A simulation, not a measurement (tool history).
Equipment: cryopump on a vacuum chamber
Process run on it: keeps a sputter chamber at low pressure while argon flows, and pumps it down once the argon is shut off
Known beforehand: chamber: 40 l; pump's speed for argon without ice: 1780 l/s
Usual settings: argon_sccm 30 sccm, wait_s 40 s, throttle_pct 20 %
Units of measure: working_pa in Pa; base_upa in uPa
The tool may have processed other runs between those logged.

run	hour	argon_sccm	wait_s	throttle_pct	working_pa	base_upa
1	0	30	40	20	0.1477	3.59
2	10.3	30	40	20	0.147	3.65
3	22.5	30	40	20	0.1462	3.79
4	32.8	30	40	59	0.0531	3.87
5	42.2	30	40	20	0.1478	3.8
6	48.9	30	40	20	0.1469	3.87
7	56	30	40	20	0.1457	3.7
8	64.3	30	40	20	0.1476	3.89
9	75.3	30	40	16	0.183	3.9
10	84.1	30	40	44	0.0707	3.8
11	93.5	30	40	44	0.0698	3.89
12	106.8	30	40	44	0.0691	3.8
13	121.5	30	40	20	0.148	3.72
14	128.8	30	40	20	0.1491	3.95
15	140.8	30	40	30	0.1003	3.94
16	149.6	30	40	30	0.1006	3.91
17	162.1	30	40	30	0.1014	3.89
# hour 172.1: leaking fittings of the chamber tightened, without venting
18	175.6	14	40	19	0.0729	1.51
19	188.7	22	70	17	0.1283	0.96
20	201.2	22	70	17	0.1274	0.95
21	211.6	30	25	54	0.0595	2.17
22	227.1	30	25	54	0.0594	2.23
23	238.1	21	85	45	0.0488	0.86
24	248.8	21	85	46	0.0478	0.9
25	257.3	13	40	16	0.0799	1.49
26	272.3	13	220	20	0.0643	0.49
27	278.9	13	220	20	0.0655	0.58
28	289.7	13	220	20	0.0645	0.54
29	300.6	36	40	45	0.0859	1.47
30	307	34	88	53	0.0692	0.85
31	320.1	34	88	53	0.0689	0.9
32	332	34	88	53	0.0688	0.88
33	347	34	88	53	0.0702	0.97

What if the next run were any one of these 5? Each begins from the tool's condition after run 33:
A	355.8	34	43	22	?	?
B	355.8	30	31	37	?	?
C	355.8	30	40	47	?	?
D	355.8	30	69	17	?	?
E	355.8	17	40	21	?	?

run	working_pa	base_upa
A	0.1564	1.43
B	0.0847	1.83
C	0.0685	1.58
D	0.1759	1.08
E	0.0808	1.55
What these runs would have given with no unlogged condition in the tool:
run	working_pa	base_upa
A	0.1471	1.24
B	0.0765	1.64
C	0.0604	1.38
D	0.1677	0.88
E	0.0762	1.35
